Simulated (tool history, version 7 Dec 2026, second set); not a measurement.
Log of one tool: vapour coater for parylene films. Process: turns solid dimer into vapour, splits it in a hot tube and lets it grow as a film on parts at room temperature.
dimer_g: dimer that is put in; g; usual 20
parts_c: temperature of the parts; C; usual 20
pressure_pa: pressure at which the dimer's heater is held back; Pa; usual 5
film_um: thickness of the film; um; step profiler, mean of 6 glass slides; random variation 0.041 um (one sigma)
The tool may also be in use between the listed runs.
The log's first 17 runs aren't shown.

run	hour	dimer_g	parts_c	pressure_pa	hours of work since the trap's valve was overhauled	hours of work since the table's thermometer was calibrated	film_um
18	563	20	20	9.08	137	669	4.04
19	610.3	20	20	9.08	160	692	4
20	642.9	23	18	5.85	176	708	5.2
21	667.7	13	25	4.97	188	720	2.44
22	695	12	16	2.11	202	734	3.34
23	737.1	13	18	2	223	754	3.47
24	761.8	29	20	2.99	235	767	6.84
25	808.3	29	20	2.99	257	789	6.82
26	832.8	33	25	6.53	270	801	5.97
27	877.9	8	17	5	292	824	1.86
28	924.1	8	16	2.63	314	846	2.12
29	957.2	9	16	3.35	331	863	2.27
30	1002.1	9	16	3.35	353	885	2.27
31	1047.1	15	19	11.79	375	907	2.87
32	1067.8	28	17	11.33	385	917	5.8
33	1100.8	24	31	11.05	401	933	3.34
34	1125.9	20	17	2.23	413	945	5.21
35	1155.8	25	28	3.1	428	960	4.51
36	1175.1	25	28	3.1	438	970	4.6
37	1222.6	23	23	11.36	461	993	3.93
38	1250.4	23	24	6.2	475	1007	4.18

4 ways to go on from here, each from the tool as it stands after run 38. What would each give?
A	1281.9	23	24	4.98	490	1022	?
B	1281.9	8	27	5.75	490	1022	?
C	1281.9	31	15	3.33	490	1022	?
D	1281.9	20	16	5	490	1022	?

run	film_um
A	4.31
B	1.35
C	7.98
D	4.63
Without the tool's hidden state the same runs would have given:
run	film_um
A	4.63
B	1.45
C	8.57
D	4.98
